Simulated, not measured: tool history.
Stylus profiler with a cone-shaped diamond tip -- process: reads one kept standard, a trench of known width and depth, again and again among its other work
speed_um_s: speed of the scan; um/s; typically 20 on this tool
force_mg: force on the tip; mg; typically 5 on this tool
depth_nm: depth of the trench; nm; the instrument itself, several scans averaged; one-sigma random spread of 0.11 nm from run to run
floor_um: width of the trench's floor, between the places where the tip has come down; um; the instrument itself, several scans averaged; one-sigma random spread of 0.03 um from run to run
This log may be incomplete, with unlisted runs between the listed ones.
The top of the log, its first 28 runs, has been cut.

run    hour  speed_um_s  force_mg  scans with this tip  hours of work since the height scale was calibrated  depth_nm  floor_um
 29  1915.9          10      3.69                 1941                                                  135    204.49     17.09
 30  1987.1          10      3.69                 2663                                                  185    204.52     17.12
 31  2024.5          20      1.67                 3043                                                  211    202.49     16.95
 32  2092.2           5      6.62                 3729                                                  259    206.73     17.02
 33  2140.2           5      6.62                 4215                                                  293    206.57     17.02
 34  2229.3           9      4.81                 5119                                                  356    205.43     16.94
 35  2269.8          60      4.34                 5530                                                  384    205.11     16.82
 36  2333.4          39      8.54                 6175                                                  429    207.99     16.91
 37  2420.2          39      8.54                 7055                                                  490    207.87     16.81
 38  2504.8           8      9.27                 7913                                                  550    208.49     16.87
 39    2584          39      7.88                 8716                                                  606    207.59     16.79
 40  2625.2          39      7.88                 9134                                                  635    207.65     16.82
 41  2698.7          39      7.88                 9880                                                  687    207.87     16.72

Predict each of these 5 candidate next runs independently; none follows another, all start after run 41:
  A  2762.6          18      5.08                10527                                                  732         ?         ?
  B  2762.6          53     13.98                10527                                                  732         ?         ?
  C  2762.6          39      2.48                10527                                                  732         ?         ?
  D  2762.6          67      5.81                10527                                                  732         ?         ?
  E  2762.6          13      1.73                10527                                                  732         ?         ?

run  depth_nm  floor_um
  A    206.04      16.7
  B    211.31      16.7
  C    203.77     16.59
  D    206.44     16.59
  E    203.04     16.74
Take away the tool's hidden state, keep each run's random variation, and the runs would have read:
run  depth_nm  floor_um
  A    205.58     17.13
  B    210.84     17.13
  C    203.32     17.02
  D    205.98     17.03
  E    202.59     17.18
